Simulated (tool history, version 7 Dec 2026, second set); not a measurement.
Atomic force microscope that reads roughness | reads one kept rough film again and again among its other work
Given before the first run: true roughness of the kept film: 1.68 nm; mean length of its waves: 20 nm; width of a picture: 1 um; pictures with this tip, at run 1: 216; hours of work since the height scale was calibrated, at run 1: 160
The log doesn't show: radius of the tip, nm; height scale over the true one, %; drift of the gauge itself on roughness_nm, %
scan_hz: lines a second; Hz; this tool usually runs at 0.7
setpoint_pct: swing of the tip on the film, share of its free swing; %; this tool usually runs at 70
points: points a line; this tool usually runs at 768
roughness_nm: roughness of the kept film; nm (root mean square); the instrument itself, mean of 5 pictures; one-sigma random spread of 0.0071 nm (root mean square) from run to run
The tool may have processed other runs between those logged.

run,hour,scan_hz,setpoint_pct,points,pictures with this tip,hours of work since the height scale was calibrated,roughness_nm
1,0,0.7,70,768,216,160,1.246
# hour 63.3: new tip fitted
2,70.8,0.7,70,768,14,215,1.449
3,145.5,0.7,70,768,154,273,1.29
4,220.2,0.7,81,768,294,332,1.148
# hour 245.3: new tip fitted
5,265.6,0.7,70,512,38,367,1.401
6,317.1,0.7,90,768,134,407,1.259
7,365.2,0.7,64,768,225,445,1.229
# hour 424.9: new tip fitted
8,426.1,0.7,64,768,2,492,1.465
9,490,0.7,64,768,122,542,1.324
10,552,0.7,78,768,238,591,1.199
11,592.5,0.7,78,768,314,623,1.122
# hour 605.1: new tip fitted
12,635.3,0.7,78,768,57,656,1.368
13,695.4,0.7,70,308,170,703,1.252
14,755.1,0.7,70,308,281,749,1.159
# hour 783.8: new tip fitted
15,808.3,0.7,70,308,46,791,1.36
16,864.5,0.7,70,308,152,835,1.264
17,928.7,0.7,70,308,272,885,1.154
# hour 964.1: new tip fitted
18,984.7,0.7,70,308,39,928,1.377
19,1065.2,0.7,70,768,190,992,1.25
20,1100.4,0.7,70,768,256,1019,1.207
# hour 1106: height scale calibrated on a step standard
# hour 1145.2: new tip fitted
21,1149.2,0.7,70,768,7,33,1.426
22,1217.1,0.7,70,768,135,87,1.305
23,1298.8,0.7,70,768,288,151,1.171
# hour 1328.6: new tip fitted
24,1333.3,0.7,70,768,8,177,1.424
25,1382.2,0.7,59,768,100,215,1.323
26,1446.5,3.366,71,282,220,266,1.104
# hour 1506.6: height scale calibrated on a step standard, once more
# hour 1512.4: new tip fitted
27,1529,2.909,79,282,31,17,1.261
28,1597.7,0.656,68,282,160,71,1.266
29,1668.9,0.896,70,768,294,127,1.167
# hour 1694.5: new tip fitted
30,1707.7,2.828,75,846,24,157,1.331
31,1787.5,0.665,70,768,174,219,1.267
32,1864.7,0.585,79,768,318,280,1.135
# hour 1872.8: new tip fitted
33,1934.1,0.7,59,460,115,334,1.337
34,1988.2,0.7,67,460,216,376,1.236
35,2033.1,0.7,67,460,300,411,1.152
# hour 2052.2: new tip fitted
36,2115.6,2.534,70,811,119,475,1.278
37,2195.5,0.7,56,524,269,538,1.194
# hour 2231.5: new tip fitted
38,2255.9,0.7,56,524,46,585,1.397
39,2329.2,0.581,65,618,183,642,1.247
40,2367.5,3.741,73,768,255,672,1.083
# hour 2414.2: new tip fitted
41,2448.3,1.893,85,632,63,735,1.27
42,2493.5,1.893,85,632,148,770,1.182
43,2558.3,1.25,70,838,270,821,1.172
# hour 2598.7: new tip fitted
44,2605.8,0.7,73,768,14,858,1.428
45,2648.4,2.301,70,768,94,891,1.301
46,2687.3,0.7,70,959,166,922,1.278
47,2735,0.7,70,539,256,959,1.211
# hour 2777.7: new tip fitted
48,2777.7,0.7,70,539,0,992,1.435
49,2819.5,0.7,70,539,78,1025,1.355

Hidden state or all else? Some run-to-run changes of roughness_nm, split into what the settings, what came in and random variation would give without the hidden state, and what is left for the hidden state (with any gauge scatter that isn't in both results):
Run 4 -> 5: setpoint_pct 81 -> 70, points 768 -> 512, new tip fitted. roughness_nm +0.253 nm (root mean square): hidden state +0.24, all else +0.013.
Run 23 -> 24: new tip fitted. roughness_nm +0.253 nm (root mean square): hidden state +0.248, all else +0.005.
Run 29 -> 30: scan_hz 0.896 -> 2.828, setpoint_pct 70 -> 75, points 768 -> 846, new tip fitted. roughness_nm +0.164 nm (root mean square): hidden state +0.259, all else -0.095.
Run 43 -> 44: scan_hz 1.25 -> 0.7, setpoint_pct 70 -> 73, points 838 -> 768, new tip fitted. roughness_nm +0.256 nm (root mean square): hidden state +0.241, all else +0.015.
Run 47 -> 48: new tip fitted. roughness_nm +0.224 nm (root mean square): hidden state +0.251, all else -0.027.
